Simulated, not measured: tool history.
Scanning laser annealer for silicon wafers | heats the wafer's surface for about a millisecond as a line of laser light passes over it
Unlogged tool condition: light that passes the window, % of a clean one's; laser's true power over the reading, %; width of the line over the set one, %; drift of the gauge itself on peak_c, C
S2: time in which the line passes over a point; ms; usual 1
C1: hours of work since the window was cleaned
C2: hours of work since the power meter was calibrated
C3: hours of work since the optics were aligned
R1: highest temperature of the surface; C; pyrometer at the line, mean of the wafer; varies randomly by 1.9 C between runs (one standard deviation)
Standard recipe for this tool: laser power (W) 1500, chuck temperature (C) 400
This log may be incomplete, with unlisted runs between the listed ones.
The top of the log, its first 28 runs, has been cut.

Run 29, hour 1631.5: usual settings but laser power (W) 1537, S2 0.97 ms; C1 231; C2 426; C3 1000. Result: R1 1109 C.
Run 30, hour 1707.2: usual settings but laser power (W) 1478, S2 0.73 ms, chuck temperature (C) 440; C1 273; C2 468; C3 1043. Result: R1 1027 C.
At hour 1775.3: window over the wafer cleaned.
Run 31, hour 1779.6: usual settings but laser power (W) 1478, S2 0.73 ms, chuck temperature (C) 440; C1 2; C2 508; C3 1082. Result: R1 1051 C.
Run 32, hour 1826.9: usual settings but laser power (W) 1478, S2 0.73 ms, chuck temperature (C) 440; C1 29; C2 534; C3 1109. Result: R1 1049 C.
Run 33, hour 1877.3: usual settings but laser power (W) 1478, S2 0.73 ms, chuck temperature (C) 440; C1 57; C2 563; C3 1137. Result: R1 1044 C.
Run 34, hour 1912: usual settings but laser power (W) 1478, S2 0.73 ms, chuck temperature (C) 440; C1 77; C2 582; C3 1156. Result: R1 1043 C.
Run 35, hour 1968.4: usual settings but S2 0.97 ms, chuck temperature (C) 435; C1 108; C2 614; C3 1188. Result: R1 1129 C.
Run 36, hour 2027.9: usual settings but laser power (W) 1624, chuck temperature (C) 425; C1 142; C2 647; C3 1221. Result: R1 1199 C.
Run 37, hour 2094: usual settings but laser power (W) 1624, chuck temperature (C) 425; C1 179; C2 684; C3 1259. Result: R1 1189 C.
Run 38, hour 2139.2: usual settings but laser power (W) 1624, chuck temperature (C) 403; C1 204; C2 709; C3 1284. Result: R1 1168 C.
Run 39, hour 2202.7: usual settings but laser power (W) 1406, S2 0.79 ms, chuck temperature (C) 424; C1 240; C2 745; C3 1319. Result: R1 995 C.

Here are 3 independent what-if runs from the current tool condition. What would each one return?
Run A, hour 2279.9: usual settings but laser power (W) 1377, S2 0.82 ms, chuck temperature (C) 384; C1 283; C2 788; C3 1363. Result: R1 ?.
Run B, hour 2279.9: usual settings but laser power (W) 1379, S2 0.79 ms, chuck temperature (C) 424; C1 283; C2 788; C3 1363. Result: R1 ?.
Run C, hour 2279.9: usual settings but laser power (W) 1375, S2 1.23 ms, chuck temperature (C) 418; C1 283; C2 788; C3 1363. Result: R1 ?.

run    R1
  A   947
  B   976
  C  1093
The same runs, with their run-to-run variation unchanged, on a tool lacking any hidden condition would have given:
run    R1
  A   990
  B  1018
  C  1145

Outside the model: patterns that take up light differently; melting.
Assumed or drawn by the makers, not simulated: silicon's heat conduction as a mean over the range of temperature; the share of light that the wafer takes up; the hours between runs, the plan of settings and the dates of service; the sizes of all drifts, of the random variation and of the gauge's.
